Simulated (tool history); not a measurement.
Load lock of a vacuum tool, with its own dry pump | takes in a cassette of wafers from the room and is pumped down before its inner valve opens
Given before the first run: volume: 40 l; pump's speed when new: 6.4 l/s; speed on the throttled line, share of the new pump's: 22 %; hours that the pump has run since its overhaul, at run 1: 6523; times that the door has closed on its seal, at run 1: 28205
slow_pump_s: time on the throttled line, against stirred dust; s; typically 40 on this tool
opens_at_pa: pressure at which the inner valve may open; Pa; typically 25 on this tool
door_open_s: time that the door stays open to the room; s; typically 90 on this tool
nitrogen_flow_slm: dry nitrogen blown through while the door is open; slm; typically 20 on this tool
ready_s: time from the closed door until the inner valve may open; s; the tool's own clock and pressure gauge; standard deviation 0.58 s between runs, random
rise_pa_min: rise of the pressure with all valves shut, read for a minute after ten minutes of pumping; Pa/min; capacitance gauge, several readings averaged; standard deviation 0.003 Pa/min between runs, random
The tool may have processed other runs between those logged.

| run | hour | slow_pump_s | opens_at_pa | door_open_s | nitrogen_flow_slm | hours that the pump has run since its overhaul | times that the door has closed on its seal | incoming humidity of the room's air, % | ready_s | rise_pa_min |
|---|---|---|---|---|---|---|---|---|---|---|
| 1 | 0 | 40 | 25 | 90 | 20 | 6523 | 28205 | 41.9 | 87.7 | 0.171 |
| 2 | 314.6 | 40 | 25 | 90 | 42 | 6838 | 28784 | 46.2 | 86.7 | 0.162 |
| 3 | 590 | 40 | 25 | 90 | 42 | 7113 | 29291 | 46.7 | 87 | 0.161 |
| 4 | 1095.8 | 40 | 25 | 90 | 42 | 7619 | 30223 | 42.4 | 87 | 0.171 |
| 5 | 1370.1 | 40 | 25 | 90 | 42 | 7893 | 30727 | 46.7 | 88 | 0.174 |
| 6 | 1846.8 | 40 | 25 | 90 | 42 | 8370 | 31605 | 42.5 | 89.2 | 0.179 |
| 7 | 2218.2 | 40 | 25 | 90 | 42 | 8741 | 32289 | 43.3 | 88.2 | 0.178 |
| 8 | 2721.3 | 40 | 25 | 52 | 20 | 9244 | 33215 | 44.7 | 89.1 | 0.199 |
| 9 | 3034.6 | 40 | 25 | 52 | 20 | 9558 | 33792 | 46.3 | 89.5 | 0.205 |
| 10 | 3321.2 | 40 | 25 | 239 | 20 | 9844 | 34320 | 40 | 88.7 | 0.227 |
| 11 | 3732.8 | 40 | 25 | 239 | 20 | 10256 | 35077 | 40.5 | 89.4 | 0.231 |
| 12 | 4072.2 | 40 | 25 | 239 | 20 | 10595 | 35702 | 44.9 | 90.1 | 0.242 |
| 13 | 4505.7 | 40 | 25 | 239 | 20 | 11029 | 36500 | 43.8 | 90.1 | 0.246 |
| 14 | 5138.4 | 40 | 25 | 239 | 20 | 11662 | 37665 | 46.6 | 90.5 | 0.265 |
| 15 | 5473.3 | 40 | 25 | 160 | 20 | 11996 | 38282 | 46.3 | 90.3 | 0.26 |
| 16 | 5842.8 | 40 | 22 | 90 | 20 | 12366 | 38962 | 43.4 | 91.5 | 0.249 |
| 17 | 6327.2 | 40 | 22 | 90 | 20 | 12850 | 39854 | 44.7 | 92 | 0.263 |
|  | 6844.4 | door's seal changed, seat wiped |
| 18 | 6954.1 | 40 | 22 | 90 | 20 | 13476 | 202 | 47.1 | 91.9 | 0.058 |
| 19 | 7595.2 | 40 | 22 | 90 | 20 | 14117 | 1383 | 44.5 | 92.4 | 0.054 |
| 20 | 8238.3 | 40 | 23 | 90 | 20 | 14760 | 2567 | 42.7 | 93 | 0.055 |
| 21 | 8696.9 | 40 | 23 | 90 | 20 | 15219 | 3411 | 45.6 | 93.7 | 0.052 |
| 22 | 9202.9 | 40 | 25 | 30 | 17 | 15725 | 4343 | 44.2 | 92.9 | 0.042 |
| 23 | 9622.1 | 49 | 29 | 170 | 28 | 16144 | 5115 | 42.4 | 98.3 | 0.064 |
| 24 | 10024.5 | 49 | 29 | 170 | 28 | 16546 | 5855 | 48.3 | 99.8 | 0.064 |
| 25 | 10388.1 | 49 | 29 | 170 | 28 | 16910 | 6525 | 46.9 | 99.2 | 0.066 |
| 26 | 10951.8 | 49 | 29 | 170 | 28 | 17473 | 7563 | 47 | 99 | 0.071 |
| 27 | 11267.1 | 49 | 20 | 170 | 28 | 17789 | 8143 | 45 | 101.9 | 0.069 |
| 28 | 11744.5 | 49 | 49 | 160 | 4 | 18266 | 9022 | 41.8 | 95.9 | 0.115 |
| 29 | 12255.6 | 35 | 25 | 53 | 20 | 18777 | 9963 | 44.9 | 90.7 | 0.066 |
| 30 | 12584.7 | 40 | 25 | 90 | 6 | 19106 | 10569 | 49.2 | 95.7 | 0.105 |
| 31 | 13228.7 | 40 | 25 | 90 | 6 | 19750 | 11755 | 45.9 | 95.6 | 0.102 |
| 32 | 13855.7 | 40 | 25 | 90 | 6 | 20377 | 12909 | 40.9 | 95.9 | 0.104 |
| 33 | 14268 | 44 | 26 | 184 | 19 | 20790 | 13668 | 41.7 | 99.1 | 0.096 |
|  | 14724.8 | dry pump taken out, an overhauled one fitted |
| 34 | 14764.1 | 29 | 25 | 90 | 17 | 39 | 14570 | 45.7 | 74.6 | 0.093 |
| 35 | 15040.6 | 27 | 36 | 46 | 20 | 316 | 15079 | 44.9 | 70.2 | 0.076 |
| 36 | 15501.8 | 27 | 36 | 46 | 20 | 777 | 15929 | 42 | 71.9 | 0.083 |

What if the next run were any one of these 4? Each begins from the tool's condition after run 36:
| A | 15910 | 46 | 36 | 46 | 42 | 1185 | 16680 | 41.3 | ? | ? |
| B | 15910 | 40 | 36 | 90 | 20 | 1185 | 16680 | 45.9 | ? | ? |
| C | 15910 | 27 | 36 | 46 | 41 | 1185 | 16680 | 49 | ? | ? |
| D | 15910 | 74 | 25 | 90 | 37 | 1185 | 16680 | 46.8 | ? | ? |

| run | ready_s | rise_pa_min |
|---|---|---|
| A | 85.2 | 0.072 |
| B | 81.8 | 0.093 |
| C | 71.4 | 0.079 |
| D | 109.9 | 0.085 |
The same runs, with their run-to-run variation unchanged, on a tool lacking any hidden condition would have given:
| run | ready_s | rise_pa_min |
|---|---|---|
| A | 84.8 | 0.025 |
| B | 81.4 | 0.046 |
| C | 71.1 | 0.032 |
| D | 109.6 | 0.038 |
